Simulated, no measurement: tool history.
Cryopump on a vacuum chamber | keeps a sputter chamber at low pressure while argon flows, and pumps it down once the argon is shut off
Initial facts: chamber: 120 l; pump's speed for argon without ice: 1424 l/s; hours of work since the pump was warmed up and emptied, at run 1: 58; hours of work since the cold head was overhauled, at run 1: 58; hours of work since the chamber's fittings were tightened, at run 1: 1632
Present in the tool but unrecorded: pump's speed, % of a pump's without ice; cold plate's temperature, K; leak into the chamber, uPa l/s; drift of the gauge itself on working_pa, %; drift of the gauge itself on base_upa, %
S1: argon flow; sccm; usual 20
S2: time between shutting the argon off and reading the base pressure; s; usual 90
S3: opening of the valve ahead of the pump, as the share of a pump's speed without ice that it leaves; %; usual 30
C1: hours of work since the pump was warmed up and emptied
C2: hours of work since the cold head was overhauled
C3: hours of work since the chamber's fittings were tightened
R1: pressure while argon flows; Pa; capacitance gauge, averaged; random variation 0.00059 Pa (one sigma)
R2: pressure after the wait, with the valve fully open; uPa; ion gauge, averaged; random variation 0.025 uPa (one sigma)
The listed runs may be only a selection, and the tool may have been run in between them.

Run 1, hour 0.0: usual settings; C1 58; C2 58; C3 1632. Result: R1 0.0793 Pa, R2 1.96 uPa.
Run 2, hour 20.0: usual settings; C1 76; C2 76; C3 1650. Result: R1 0.0790 Pa, R2 1.92 uPa.
Run 3, hour 49.5: usual settings but S3 39 %; C1 102; C2 102; C3 1676. Result: R1 0.0610 Pa, R2 1.87 uPa.
Run 4, hour 78.8: usual settings but S3 39 %; C1 128; C2 128; C3 1702. Result: R1 0.0624 Pa, R2 2.04 uPa.
Run 5, hour 108.7: usual settings but S3 53 %; C1 155; C2 155; C3 1729. Result: R1 0.0477 Pa, R2 1.99 uPa.
Run 6, hour 135.4: usual settings but S1 12 sccm; C1 179; C2 179; C3 1753. Result: R1 0.0476 Pa, R2 2.03 uPa.
Run 7, hour 163.8: usual settings but S2 241 s; C1 204; C2 204; C3 1778. Result: R1 0.0804 Pa, R2 1.58 uPa.
Run 8, hour 197.4: usual settings but S2 241 s; C1 234; C2 234; C3 1808. Result: R1 0.0805 Pa, R2 1.59 uPa.
Run 9, hour 234.7: usual settings but S2 241 s; C1 268; C2 268; C3 1841. Result: R1 0.0810 Pa, R2 1.66 uPa.
Run 10, hour 256.0: usual settings but S2 241 s; C1 287; C2 287; C3 1860. Result: R1 0.0814 Pa, R2 1.66 uPa.
Run 11, hour 279.0: usual settings but S2 241 s; C1 307; C2 307; C3 1881. Result: R1 0.0814 Pa, R2 1.67 uPa.
Run 12, hour 303.8: usual settings but S2 241 s; C1 329; C2 329; C3 1903. Result: R1 0.0817 Pa, R2 1.71 uPa.
Run 13, hour 331.4: usual settings but S2 241 s; C1 354; C2 354; C3 1927. Result: R1 0.0820 Pa, R2 1.72 uPa.
Run 14, hour 354.4: usual settings but S1 29 sccm, S2 57 s, S3 35 %; C1 375; C2 375; C3 1948. Result: R1 0.1018 Pa, R2 2.77 uPa.
Run 15, hour 386.9: usual settings but S1 29 sccm, S2 57 s, S3 35 %; C1 404; C2 404; C3 1977. Result: R1 0.1027 Pa, R2 2.65 uPa.
Run 16, hour 410.2: usual settings but S1 29 sccm, S2 57 s, S3 35 %; C1 424; C2 424; C3 1998. Result: R1 0.1033 Pa, R2 2.76 uPa.
Run 17, hour 443.2: usual settings but S1 15 sccm, S2 63 s, S3 36 %; C1 454; C2 454; C3 2027. Result: R1 0.0519 Pa, R2 2.63 uPa.
Run 18, hour 482.1: usual settings but S1 28 sccm, S2 57 s, S3 18 %; C1 489; C2 489; C3 2062. Result: R1 0.1888 Pa, R2 2.84 uPa.
Run 19, hour 511.1: usual settings but S1 33 sccm, S2 57 s, S3 18 %; C1 514; C2 514; C3 2088. Result: R1 0.2235 Pa, R2 2.71 uPa.
Run 20, hour 541.0: usual settings but S3 41 %; C1 541; C2 541; C3 2115. Result: R1 0.0622 Pa, R2 2.31 uPa.
Run 21, hour 557.6: usual settings but S3 41 %; C1 556; C2 556; C3 2129. Result: R1 0.0619 Pa, R2 2.45 uPa.
Run 22, hour 593.5: usual settings but S1 33 sccm, S2 34 s; C1 588; C2 588; C3 2161. Result: R1 0.1362 Pa, R2 3.77 uPa.
Run 23, hour 609.9: usual settings but S1 17 sccm, S2 34 s; C1 603; C2 603; C3 2176. Result: R1 0.0712 Pa, R2 3.70 uPa.
Run 24, hour 627.4: usual settings but S2 27 s, S3 16 %; C1 618; C2 618; C3 2192. Result: R1 0.1521 Pa, R2 4.37 uPa.
Run 25, hour 646.5: usual settings but S1 11 sccm, S2 42 s, S3 37 %; C1 635; C2 635; C3 2209. Result: R1 0.0376 Pa, R2 3.39 uPa.

4 options for the next run, each taken on its own from the tool as it stands now. Forecast them:
Run A, hour 680.1: usual settings but S1 35 sccm; C1 665; C2 665; C3 2239. Result: R1 ?, R2 ?.
Run B, hour 680.1: usual settings but S3 56 %; C1 665; C2 665; C3 2239. Result: R1 ?, R2 ?.
Run C, hour 680.1: usual settings but S1 28 sccm, S2 56 s, S3 22 %; C1 665; C2 665; C3 2239. Result: R1 ?, R2 ?.
Run D, hour 680.1: usual settings but S1 11 sccm, S2 42 s, S3 37 %; C1 665; C2 665; C3 2239. Result: R1 ?, R2 ?.

run      R1    R2
  A  0.1476  2.61
  B  0.0476  2.51
  C  0.1591  3.12
  D  0.0392  3.48
Without the tool's unlogged condition, the same runs would have read:
run      R1    R2
  A  0.1386  1.01
  B  0.0425  0.94
  C  0.1519  1.48
  D  0.0364  1.87
